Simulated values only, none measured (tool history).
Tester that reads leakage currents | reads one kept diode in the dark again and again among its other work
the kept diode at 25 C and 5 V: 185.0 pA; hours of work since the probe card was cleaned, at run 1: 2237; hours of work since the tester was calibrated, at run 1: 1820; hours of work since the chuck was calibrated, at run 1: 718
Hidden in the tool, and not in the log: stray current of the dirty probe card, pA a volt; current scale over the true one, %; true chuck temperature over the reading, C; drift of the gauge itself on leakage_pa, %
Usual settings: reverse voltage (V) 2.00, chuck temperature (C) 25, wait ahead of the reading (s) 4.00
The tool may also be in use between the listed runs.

run,hour,reverse voltage (V),chuck temperature (C),wait ahead of the reading (s),hours of work since the probe card was cleaned,hours of work since the tester was calibrated,hours of work since the chuck was calibrated,current that the tester gives (pA)
1,0.0,2.00,25,4.00,2237,1820,718,112.18
2,128.7,2.00,25,4.00,2314,1898,796,112.38
3,227.5,2.00,25,4.00,2374,1958,856,111.93
4,366.3,2.00,25,4.00,2458,2042,940,113.09
5,567.3,2.00,25,4.00,2579,2163,1061,112.38
6,760.5,2.00,25,4.00,2696,2280,1178,112.44
7,965.7,2.00,25,4.00,2820,2404,1302,111.77
# hour 1114.1: probe card cleaned and baked
8,1123.1,2.00,25,0.35,5,2497,1395,113.73
9,1241.9,2.00,25,0.35,77,2569,1467,112.79
10,1377.8,2.00,25,0.38,159,2651,1549,112.54
11,1535.4,2.00,25,4.00,255,2746,1644,112.25
# hour 1661.6: chuck's temperature calibrated
12,1746.0,18.57,25,4.00,381,2872,51,377.86
13,1900.7,18.57,25,4.00,474,2966,144,379.16
14,2098.2,18.57,25,4.00,594,3085,264,377.10
# hour 2204.1: tester calibrated
15,2311.1,19.36,50,0.48,721,65,391,3704.02
16,2406.6,1.88,38,0.84,779,122,449,367.28
17,2620.4,2.00,33,0.96,908,252,578,241.24
18,2842.9,2.00,33,0.96,1042,386,713,241.41
19,3034.5,2.50,25,4.00,1158,502,828,127.43
20,3236.7,3.27,55,0.49,1280,624,951,2118.66
21,3426.3,8.61,34,0.47,1395,739,1065,585.02
22,3625.8,8.61,23,9.92,1515,859,1186,203.64
23,3746.4,8.61,23,9.92,1588,932,1259,204.36
24,3964.6,8.61,28,5.48,1720,1064,1391,332.32
25,4077.8,8.61,28,5.48,1789,1132,1459,334.07
26,4179.8,1.23,37,4.00,1850,1194,1521,265.12
27,4322.7,2.70,46,7.51,1937,1280,1607,902.18
28,4455.6,5.58,45,1.88,2017,1361,1687,1223.46

Forecast each of these 5 alternatives for the next run:
# hour 4521.0: chuck's temperature calibrated
A,4555.2,13.51,46,4.00,2076,1420,21,?
# hour 4521.0: chuck's temperature calibrated
B,4555.2,2.00,30,4.00,2076,1420,21,?
# hour 4521.0: chuck's temperature calibrated
C,4555.2,2.00,24,5.33,2076,1420,21,?
# hour 4521.0: chuck's temperature calibrated
D,4555.2,1.34,36,6.86,2076,1420,21,?
# hour 4521.0: chuck's temperature calibrated
E,4555.2,2.00,27,0.46,2076,1420,21,?

run,current that the tester gives (pA)
A,2163.23
B,182.52
C,101.62
D,255.19
E,137.01
Without the tool's hidden state the same runs would have given:
run,current that the tester gives (pA)
A,2163.06
B,182.47
C,101.55
D,255.19
E,136.95
